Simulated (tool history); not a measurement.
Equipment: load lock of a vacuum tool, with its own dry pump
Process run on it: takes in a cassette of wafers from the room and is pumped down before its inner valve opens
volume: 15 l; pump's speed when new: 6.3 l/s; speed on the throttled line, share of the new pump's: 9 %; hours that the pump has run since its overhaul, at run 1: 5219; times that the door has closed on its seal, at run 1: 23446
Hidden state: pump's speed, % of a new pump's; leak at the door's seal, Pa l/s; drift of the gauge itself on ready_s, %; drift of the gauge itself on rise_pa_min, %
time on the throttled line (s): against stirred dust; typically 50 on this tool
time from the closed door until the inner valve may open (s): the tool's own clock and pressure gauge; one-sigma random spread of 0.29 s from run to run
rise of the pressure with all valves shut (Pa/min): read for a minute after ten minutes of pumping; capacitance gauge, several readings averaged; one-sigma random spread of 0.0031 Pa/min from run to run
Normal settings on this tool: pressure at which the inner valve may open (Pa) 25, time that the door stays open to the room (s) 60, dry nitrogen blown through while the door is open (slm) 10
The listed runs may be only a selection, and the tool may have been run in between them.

| run | hour | time on the throttled line (s) | pressure at which the inner valve may open (Pa) | time that the door stays open to the room (s) | dry nitrogen blown through while the door is open (slm) | hours that the pump has run since its overhaul | times that the door has closed on its seal | incoming humidity of the room's air, % | time from the closed door until the inner valve may open (s) | rise of the pressure with all valves shut (Pa/min) |
|---|---|---|---|---|---|---|---|---|---|---|
| 1 | 0 | 50 | 25 | 60 | 10 | 5219 | 23446 | 42.5 | 68.2 | 0.207 |
| 2 | 224 | 50 | 25 | 60 | 10 | 5443 | 24452 | 44.9 | 68.2 | 0.22 |
| 3 | 569.9 | 50 | 25 | 60 | 10 | 5789 | 26006 | 42.8 | 68.1 | 0.229 |
| 4 | 815.6 | 50 | 25 | 60 | 10 | 6035 | 27110 | 45.3 | 68.8 | 0.248 |
| 5 | 1036 | 50 | 25 | 60 | 10 | 6255 | 28100 | 46.4 | 68.9 | 0.253 |
| 6 | 1292.8 | 50 | 25 | 60 | 10 | 6512 | 29254 | 45.9 | 68.7 | 0.26 |
| 7 | 1567 | 50 | 25 | 60 | 10 | 6786 | 30486 | 48.5 | 69.3 | 0.28 |
| 8 | 1756.6 | 50 | 19 | 60 | 10 | 6976 | 31338 | 46.7 | 70.2 | 0.283 |
| 9 | 2141.3 | 50 | 19 | 60 | 10 | 7360 | 33066 | 44.5 | 70.5 | 0.298 |
| 10 | 2551.9 | 50 | 41 | 60 | 10 | 7771 | 34910 | 46 | 68.2 | 0.317 |
| 11 | 2933.2 | 50 | 25 | 60 | 5 | 8152 | 36623 | 42.7 | 69.7 | 0.33 |
| 12 | 3289.3 | 50 | 25 | 102 | 10 | 8508 | 38223 | 38.9 | 69.8 | 0.364 |
| 13 | 3652 | 50 | 25 | 102 | 10 | 8871 | 39852 | 45.8 | 70.3 | 0.396 |
|  | 3819 | door's seal changed, seat wiped |
| 14 | 4039.2 | 50 | 25 | 102 | 10 | 9257 | 989 | 45 | 70.2 | 0.11 |
|  | 4075.8 | dry pump taken out, an overhauled one fitted |
| 15 | 4403.6 | 50 | 25 | 102 | 10 | 328 | 2599 | 42.2 | 65.8 | 0.111 |
| 16 | 4785.2 | 50 | 25 | 60 | 10 | 709 | 4314 | 45.3 | 65.7 | 0.094 |
| 17 | 5077.2 | 50 | 25 | 60 | 10 | 1001 | 5625 | 45.4 | 65.7 | 0.095 |
| 18 | 5436.5 | 50 | 25 | 60 | 10 | 1361 | 7239 | 45.5 | 65.5 | 0.103 |
| 19 | 5647.8 | 28 | 25 | 60 | 10 | 1572 | 8188 | 45.8 | 46.1 | 0.11 |
| 20 | 5893.1 | 28 | 25 | 60 | 10 | 1817 | 9290 | 43.2 | 46.1 | 0.104 |
| 21 | 6123.4 | 61 | 31 | 60 | 10 | 2048 | 10325 | 44.6 | 75.6 | 0.113 |
| 22 | 6371.4 | 61 | 31 | 60 | 10 | 2296 | 11439 | 42.6 | 75.8 | 0.111 |
| 23 | 6799.4 | 84 | 24 | 89 | 21 | 2724 | 13362 | 42.9 | 97.4 | 0.125 |
| 24 | 7182.1 | 84 | 24 | 89 | 21 | 3106 | 15081 | 44.3 | 96.9 | 0.139 |
| 25 | 7553.2 | 84 | 24 | 89 | 21 | 3477 | 16749 | 43 | 97.6 | 0.145 |
| 26 | 7735.6 | 27 | 34 | 141 | 23 | 3660 | 17568 | 46.3 | 45.2 | 0.18 |
| 27 | 8093.5 | 32 | 25 | 60 | 10 | 4018 | 19176 | 43.9 | 51.1 | 0.158 |
| 28 | 8373.7 | 50 | 25 | 85 | 10 | 4298 | 20435 | 47.7 | 67.6 | 0.2 |
| 29 | 8792.4 | 50 | 25 | 34 | 10 | 4717 | 22315 | 46 | 67.2 | 0.16 |
| 30 | 9058.6 | 44 | 39 | 35 | 23 | 4983 | 23511 | 46.9 | 61.1 | 0.168 |
| 31 | 9256.2 | 80 | 21 | 203 | 5 | 5180 | 24399 | 40.5 | 95.2 | 0.286 |
| 32 | 9430.3 | 34 | 48 | 99 | 9 | 5354 | 25181 | 43.5 | 51.5 | 0.232 |
| 33 | 9832.1 | 27 | 48 | 99 | 9 | 5756 | 26986 | 44.6 | 45.6 | 0.251 |
| 34 | 10101.7 | 59 | 25 | 60 | 10 | 6026 | 28198 | 43.1 | 76.1 | 0.224 |
| 35 | 10397.6 | 59 | 25 | 60 | 10 | 6322 | 29527 | 45.3 | 76.2 | 0.251 |
| 36 | 10577.3 | 68 | 25 | 47 | 10 | 6502 | 30334 | 44.2 | 84.3 | 0.251 |
| 37 | 10927.6 | 68 | 25 | 54 | 17 | 6852 | 31908 | 44.2 | 85.2 | 0.253 |

Each row is a separate what-if for the run after 37, all from the same tool condition, not one after another. Results?
| A | 11315.5 | 68 | 40 | 133 | 17 | 7240 | 33650 | 46.2 | ? | ? |
| B | 11315.5 | 29 | 25 | 60 | 10 | 7240 | 33650 | 44.8 | ? | ? |
| C | 11315.5 | 37 | 25 | 60 | 10 | 7240 | 33650 | 45.9 | ? | ? |
| D | 11315.5 | 68 | 28 | 54 | 6 | 7240 | 33650 | 44.3 | ? | ? |

| run | time from the closed door until the inner valve may open (s) | rise of the pressure with all valves shut (Pa/min) |
|---|---|---|
| A | 83 | 0.328 |
| B | 49.9 | 0.285 |
| C | 57.1 | 0.294 |
| D | 84 | 0.29 |
The same runs, with their run-to-run variation unchanged, on a tool lacking any hidden condition would have given:
| run | time from the closed door until the inner valve may open (s) | rise of the pressure with all valves shut (Pa/min) |
|---|---|---|
| A | 80.3 | 0.12 |
| B | 46.2 | 0.083 |
| C | 53.6 | 0.086 |
| D | 81.2 | 0.083 |
